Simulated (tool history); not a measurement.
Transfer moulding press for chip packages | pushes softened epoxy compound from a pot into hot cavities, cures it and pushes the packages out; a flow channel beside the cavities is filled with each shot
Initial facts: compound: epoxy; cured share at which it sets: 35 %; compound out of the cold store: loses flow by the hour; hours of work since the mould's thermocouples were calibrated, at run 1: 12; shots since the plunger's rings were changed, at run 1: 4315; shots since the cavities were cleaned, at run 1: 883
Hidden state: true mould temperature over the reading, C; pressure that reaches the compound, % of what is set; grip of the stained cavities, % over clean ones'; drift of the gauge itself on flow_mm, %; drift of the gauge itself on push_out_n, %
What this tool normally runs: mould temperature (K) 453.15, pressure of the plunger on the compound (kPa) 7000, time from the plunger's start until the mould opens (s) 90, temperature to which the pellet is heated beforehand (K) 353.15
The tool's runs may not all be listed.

run	hour	mould temperature (K)	pressure of the plunger on the compound (kPa)	time from the plunger's start until the mould opens (s)	temperature to which the pellet is heated beforehand (K)	hours of work since the mould's thermocouples were calibrated	shots since the plunger's rings were changed	shots since the cavities were cleaned	incoming compound's hours out of the cold store	length that the compound runs in the flow channel (mm)	greatest force on the pins that push the packages out (N)
1	0	453.15	7000	90	353.15	12	4315	883	31	826	547
# hour 13.5: cavities cleaned with cleaning compound and waxed
2	23.6	453.15	7000	90	353.15	25	4564	113	30.2	826	434
3	43.5	453.15	7000	90	353.15	37	4789	338	38.3	787	497
4	62.1	453.15	7000	90	353.15	48	4998	547	11.9	912	541
# hour 69.5: plunger's sealing rings changed
5	99.5	453.15	7000	90	353.15	68	338	941	30.3	894	574
# hour 104.6: cavities cleaned with cleaning compound and waxed
6	129	453.15	7000	90	353.15	85	654	275	41.6	837	455
7	162.8	453.15	7000	90	353.15	105	1035	656	33.6	866	516
# hour 194.2: cavities cleaned with cleaning compound and waxed
8	196.1	453.15	7000	123	353.15	124	1394	21	21.6	914	372
9	224.5	453.15	7000	123	353.15	141	1714	341	8.6	1006	420
10	259.2	449.15	7490	73	351.15	161	2106	733	11.2	1002	1057
# hour 285.8: cavities cleaned with cleaning compound and waxed
11	287.1	449.15	7490	73	351.15	177	2403	14	30.8	892	701
12	324.9	449.15	7490	73	351.15	199	2830	441	24.5	922	873
13	349.3	449.15	7490	114	353.15	213	3105	716	11	985	521
14	370.7	449.15	7830	74	345.15	226	3345	956	20.3	953	999
# hour 374.8: cavities cleaned with cleaning compound and waxed
15	401.6	449.15	7830	74	347.15	243	3677	302	14.3	987	919

Predict the results of run 16:
16	428.1	453.15	7000	79	353.15	259	3976	601	33.3	?	?

Run 16 measured length that the compound runs in the flow channel (mm) 815, greatest force on the pins that push the packages out (N) 608.
Minus the tool's unlogged condition, the same run would have read length that the compound runs in the flow channel (mm) 879, greatest force on the pins that push the packages out (N) 465.

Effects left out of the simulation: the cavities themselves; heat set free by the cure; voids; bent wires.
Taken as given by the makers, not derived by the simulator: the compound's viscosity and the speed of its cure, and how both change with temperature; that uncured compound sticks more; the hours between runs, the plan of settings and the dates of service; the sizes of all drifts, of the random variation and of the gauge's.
